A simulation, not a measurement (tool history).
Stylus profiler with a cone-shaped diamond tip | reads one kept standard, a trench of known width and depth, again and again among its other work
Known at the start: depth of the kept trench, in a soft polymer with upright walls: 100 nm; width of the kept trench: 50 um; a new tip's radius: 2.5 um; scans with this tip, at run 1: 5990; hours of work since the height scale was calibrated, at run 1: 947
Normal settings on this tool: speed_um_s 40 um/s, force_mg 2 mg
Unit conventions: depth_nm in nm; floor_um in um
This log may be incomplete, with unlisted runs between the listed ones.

run   hour  speed_um_s  force_mg  scans with this tip  hours of work since the height scale was calibrated  depth_nm  floor_um
  1      0          40         2                 5990                                                  947    100.74     48.37
  2   66.4          40         2                 6235                                                  986    100.61     48.38
  3  158.9          40         2                 6578                                                 1040    100.69     48.37
  4  233.6          40      5.84                 6854                                                 1084    101.42     48.45
  5  281.2          40         2                 7030                                                 1112     100.7     48.42
  6    332          40      4.25                 7218                                                 1141    101.11     48.47
  7  382.4         107       1.3                 7405                                                 1171    100.54        48
  8  457.1         107       1.3                 7681                                                 1215    100.53     47.99
  9  517.9         107      0.83                 7906                                                 1250    100.36     47.85
 10  598.5          19      3.69                 8204                                                 1297    101.03      48.5
 11  644.4          12      3.69                 8374                                                 1324    101.02     48.52

Consider 5 possible next runs. They are alternatives, not a sequence: every one starts from the tool as it was left by run 11. What does each give?
  A  744.3         117      1.56                 8744                                                 1383         ?         ?
  B  744.3          51      2.18                 8744                                                 1383         ?         ?
  C  744.3         107       4.9                 8744                                                 1383         ?         ?
  D  744.3          40      2.67                 8744                                                 1383         ?         ?
  E  744.3          40      3.78                 8744                                                 1383         ?         ?

run  depth_nm  floor_um
  A    100.55     47.94
  B    100.78      48.4
  C    101.18     48.28
  D    100.86     48.39
  E    101.03     48.42
Without the tool's hidden state the same runs would have given:
run  depth_nm  floor_um
  A    100.56     47.97
  B     100.8     48.43
  C     101.2     48.32
  D    100.87     48.43
  E    101.05     48.45
